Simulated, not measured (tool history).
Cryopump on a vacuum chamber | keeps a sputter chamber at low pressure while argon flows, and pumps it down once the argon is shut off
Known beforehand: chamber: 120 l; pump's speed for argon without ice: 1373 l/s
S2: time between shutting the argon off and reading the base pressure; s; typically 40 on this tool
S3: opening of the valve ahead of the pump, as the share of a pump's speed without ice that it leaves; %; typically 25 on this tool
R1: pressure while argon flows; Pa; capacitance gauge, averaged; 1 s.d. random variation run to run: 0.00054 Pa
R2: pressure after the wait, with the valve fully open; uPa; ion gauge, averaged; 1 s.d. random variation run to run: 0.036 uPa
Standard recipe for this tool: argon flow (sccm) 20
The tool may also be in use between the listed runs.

{"run": 1, "hour": 0.0, "argon flow (sccm)": 20, "S2": 40, "S3": 25, "R1": 0.1007, "R2": 2.83}
{"run": 2, "hour": 126.7, "argon flow (sccm)": 20, "S2": 40, "S3": 26, "R1": 0.0967, "R2": 2.85}
{"run": 3, "hour": 198.2, "argon flow (sccm)": 20, "S2": 40, "S3": 26, "R1": 0.097, "R2": 3.01}
{"run": 4, "hour": 310.0, "argon flow (sccm)": 20, "S2": 40, "S3": 26, "R1": 0.0982, "R2": 3.09}
{"run": 5, "hour": 402.0, "argon flow (sccm)": 20, "S2": 40, "S3": 26, "R1": 0.0983, "R2": 3.09}
{"run": 6, "hour": 521.1, "argon flow (sccm)": 20, "S2": 40, "S3": 26, "R1": 0.0988, "R2": 3.21}
{"run": 7, "hour": 588.2, "argon flow (sccm)": 20, "S2": 40, "S3": 25, "R1": 0.1033, "R2": 3.35}
{"run": 8, "hour": 653.1, "argon flow (sccm)": 20, "S2": 40, "S3": 25, "R1": 0.1035, "R2": 3.33}
{"run": 9, "hour": 769.4, "argon flow (sccm)": 20, "S2": 40, "S3": 25, "R1": 0.1038, "R2": 3.54}
{"run": 10, "hour": 834.5, "argon flow (sccm)": 20, "S2": 91, "S3": 25, "R1": 0.104, "R2": 2.43}
{"run": 11, "hour": 946.1, "argon flow (sccm)": 20, "S2": 24, "S3": 25, "R1": 0.1049, "R2": 4.83}
{"run": 12, "hour": 1057.3, "argon flow (sccm)": 20, "S2": 24, "S3": 25, "R1": 0.1051, "R2": 4.92}
{"run": 13, "hour": 1161.2, "argon flow (sccm)": 20, "S2": 40, "S3": 20, "R1": 0.1306, "R2": 3.73}
{"run": 14, "hour": 1269.6, "argon flow (sccm)": 26, "S2": 142, "S3": 43, "R1": 0.0867, "R2": 2.63}
{"hour": 1327.3, "done": "pump warmed up, emptied and cooled again"}
{"run": 15, "hour": 1331.0, "argon flow (sccm)": 26, "S2": 142, "S3": 43, "R1": 0.0757, "R2": 2.19}
{"run": 16, "hour": 1453.9, "argon flow (sccm)": 19, "S2": 42, "S3": 34, "R1": 0.0707, "R2": 3.46}
{"run": 17, "hour": 1554.6, "argon flow (sccm)": 19, "S2": 95, "S3": 34, "R1": 0.0711, "R2": 2.53}
{"run": 18, "hour": 1648.5, "argon flow (sccm)": 9, "S2": 93, "S3": 44, "R1": 0.0256, "R2": 2.63}
{"run": 19, "hour": 1772.6, "argon flow (sccm)": 36, "S2": 101, "S3": 25, "R1": 0.184, "R2": 2.8}
{"hour": 1874.0, "done": "leaking fittings of the chamber tightened, without venting"}
{"run": 20, "hour": 1887.7, "argon flow (sccm)": 36, "S2": 23, "S3": 31, "R1": 0.1502, "R2": 3.34}
{"run": 21, "hour": 2015.9, "argon flow (sccm)": 20, "S2": 108, "S3": 25, "R1": 0.1044, "R2": 1.01}
{"run": 22, "hour": 2132.1, "argon flow (sccm)": 20, "S2": 21, "S3": 43, "R1": 0.0625, "R2": 3.75}
{"run": 23, "hour": 2243.0, "argon flow (sccm)": 18, "S2": 30, "S3": 23, "R1": 0.1008, "R2": 2.96}
{"run": 24, "hour": 2354.3, "argon flow (sccm)": 18, "S2": 30, "S3": 23, "R1": 0.1019, "R2": 3.02}
{"run": 25, "hour": 2470.1, "argon flow (sccm)": 18, "S2": 30, "S3": 23, "R1": 0.1015, "R2": 3.05}

Below are 4 alternative next runs, each starting from the tool's condition after run 25. Predict each:
{"run": "A", "hour": 2567.1, "argon flow (sccm)": 9, "S2": 118, "S3": 28, "R1": "?", "R2": "?"}
{"run": "B", "hour": 2567.1, "argon flow (sccm)": 10, "S2": 40, "S3": 25, "R1": "?", "R2": "?"}
{"run": "C", "hour": 2567.1, "argon flow (sccm)": 15, "S2": 275, "S3": 35, "R1": "?", "R2": "?"}
{"run": "D", "hour": 2567.1, "argon flow (sccm)": 25, "S2": 40, "S3": 35, "R1": "?", "R2": "?"}

run=A R1=0.0433 R2=1.34
run=B R1=0.0533 R2=2.55
run=C R1=0.0587 R2=0.98
run=D R1=0.0977 R2=2.5
Without the tool's hidden state the same runs would have given:
run=A R1=0.0397 R2=0.81
run=B R1=0.0493 R2=2.01
run=C R1=0.0527 R2=0.45
run=D R1=0.0878 R2=1.98

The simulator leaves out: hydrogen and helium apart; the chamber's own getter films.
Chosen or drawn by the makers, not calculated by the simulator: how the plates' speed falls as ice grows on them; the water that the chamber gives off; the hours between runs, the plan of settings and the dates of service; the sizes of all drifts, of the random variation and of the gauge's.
